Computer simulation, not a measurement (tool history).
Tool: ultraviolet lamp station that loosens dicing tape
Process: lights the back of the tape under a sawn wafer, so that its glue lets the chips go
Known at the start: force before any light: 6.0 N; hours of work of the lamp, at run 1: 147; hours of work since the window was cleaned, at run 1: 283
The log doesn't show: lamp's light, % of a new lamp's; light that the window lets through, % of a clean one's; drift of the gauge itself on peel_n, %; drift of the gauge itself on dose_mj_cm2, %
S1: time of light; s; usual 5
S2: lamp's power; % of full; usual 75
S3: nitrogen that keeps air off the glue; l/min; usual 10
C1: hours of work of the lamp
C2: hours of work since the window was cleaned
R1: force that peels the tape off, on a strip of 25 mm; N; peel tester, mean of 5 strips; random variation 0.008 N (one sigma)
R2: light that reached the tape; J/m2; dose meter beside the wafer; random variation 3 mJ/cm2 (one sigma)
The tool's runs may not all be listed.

Run 1, hour 0: usual settings; C1 147; C2 283. Result: R1 0.454 N, R2 3710 J/m2.
Run 2, hour 6.2: usual settings but S3 8 l/min; C1 150; C2 286. Result: R1 0.515 N, R2 3650 J/m2.
Run 3, hour 13.8: usual settings but S3 8 l/min; C1 153; C2 289. Result: R1 0.511 N, R2 3630 J/m2.
Run 4, hour 20.9: usual settings but S3 8 l/min; C1 156; C2 292. Result: R1 0.52 N, R2 3640 J/m2.
Run 5, hour 25.8: usual settings but S3 8 l/min; C1 159; C2 294. Result: R1 0.517 N, R2 3630 J/m2.
Run 6, hour 32.1: usual settings but S3 8 l/min; C1 161; C2 297. Result: R1 0.505 N, R2 3590 J/m2.
Run 7, hour 43.6: usual settings but S3 8 l/min; C1 167; C2 302. Result: R1 0.54 N, R2 3590 J/m2.
Run 8, hour 50: usual settings; C1 169; C2 305. Result: R1 0.474 N, R2 3570 J/m2.
Run 9, hour 58.6: usual settings but S1 7 s; C1 173; C2 309. Result: R1 0.271 N, R2 5030 J/m2.
Run 10, hour 67.5: usual settings; C1 177; C2 313. Result: R1 0.453 N, R2 3540 J/m2.
Run 11, hour 79: usual settings; C1 182; C2 318. Result: R1 0.492 N, R2 3550 J/m2.
Run 12, hour 88.9: usual settings; C1 187; C2 323. Result: R1 0.479 N, R2 3560 J/m2.
Run 13, hour 97.4: usual settings; C1 191; C2 327. Result: R1 0.508 N, R2 3530 J/m2.
Run 14, hour 108.4: usual settings; C1 196; C2 331. Result: R1 0.473 N, R2 3510 J/m2.
At hour 111.3: window cleaned of glue's vapour.
Run 15, hour 118.5: usual settings but S3 3 l/min; C1 200; C2 3. Result: R1 0.675 N, R2 4190 J/m2.
Run 16, hour 125.4: usual settings but S2 92 % of full, S3 3 l/min; C1 203; C2 6. Result: R1 0.474 N, R2 5220 J/m2.
Run 17, hour 135.7: usual settings but S1 2 s, S2 73 % of full, S3 5 l/min; C1 208; C2 11. Result: R1 1.948 N, R2 1660 J/m2.
Run 18, hour 143.6: usual settings but S1 2 s, S2 73 % of full, S3 5 l/min; C1 211; C2 14. Result: R1 2.093 N, R2 1650 J/m2.
Run 19, hour 151.3: usual settings but S1 2 s, S2 73 % of full, S3 14 l/min; C1 215; C2 18. Result: R1 1.491 N, R2 1640 J/m2.
Run 20, hour 156.3: usual settings but S1 2 s, S2 73 % of full, S3 14 l/min; C1 217; C2 20. Result: R1 1.457 N, R2 1660 J/m2.
Run 21, hour 163.9: usual settings but S1 3 s, S3 11 l/min; C1 220; C2 24. Result: R1 0.838 N, R2 2490 J/m2.
Run 22, hour 171.1: usual settings but S3 12 l/min; C1 223; C2 27. Result: R1 0.34 N, R2 4170 J/m2.
Run 23, hour 177.9: usual settings but S1 4 s, S2 73 % of full, S3 12 l/min; C1 226; C2 30. Result: R1 0.511 N, R2 3230 J/m2.
Run 24, hour 185: usual settings but S1 4 s, S2 73 % of full, S3 12 l/min; C1 230; C2 33. Result: R1 0.514 N, R2 3260 J/m2.
Run 25, hour 196.4: usual settings but S2 67 % of full, S3 7 l/min; C1 235; C2 38. Result: R1 0.527 N, R2 3650 J/m2.
Run 26, hour 201.6: usual settings but S1 3 s, S3 4 l/min; C1 237; C2 40. Result: R1 1.4 N, R2 2500 J/m2.
Run 27, hour 209.3: usual settings but S1 10 s, S2 68 % of full, S3 4 l/min; C1 241; C2 44. Result: R1 0.242 N, R2 7440 J/m2.
Run 28, hour 218.8: usual settings but S1 9 s, S2 68 % of full, S3 4 l/min; C1 245; C2 48. Result: R1 0.278 N, R2 6700 J/m2.

Forecast each of these 4 alternatives for the next run:
Run A, hour 226.3: usual settings but S2 71 % of full; C1 248; C2 51. Result: R1 ?, R2 ?.
Run B, hour 226.3: usual settings but S1 3 s, S3 4 l/min; C1 248; C2 51. Result: R1 ?, R2 ?.
Run C, hour 226.3: usual settings but S1 7 s, S2 71 % of full, S3 9 l/min; C1 248; C2 51. Result: R1 ?, R2 ?.
Run D, hour 226.3: usual settings but S2 70 % of full; C1 248; C2 51. Result: R1 ?, R2 ?.

run     R1    R2
  A  0.444  3910
  B  1.411  2410
  C  0.254  5380
  D  0.404  3780
Without the tool's hidden state the same runs would have given:
run     R1    R2
  A  0.366  4390
  B  1.198  2710
  C  0.226  6040
  D   0.33  4250
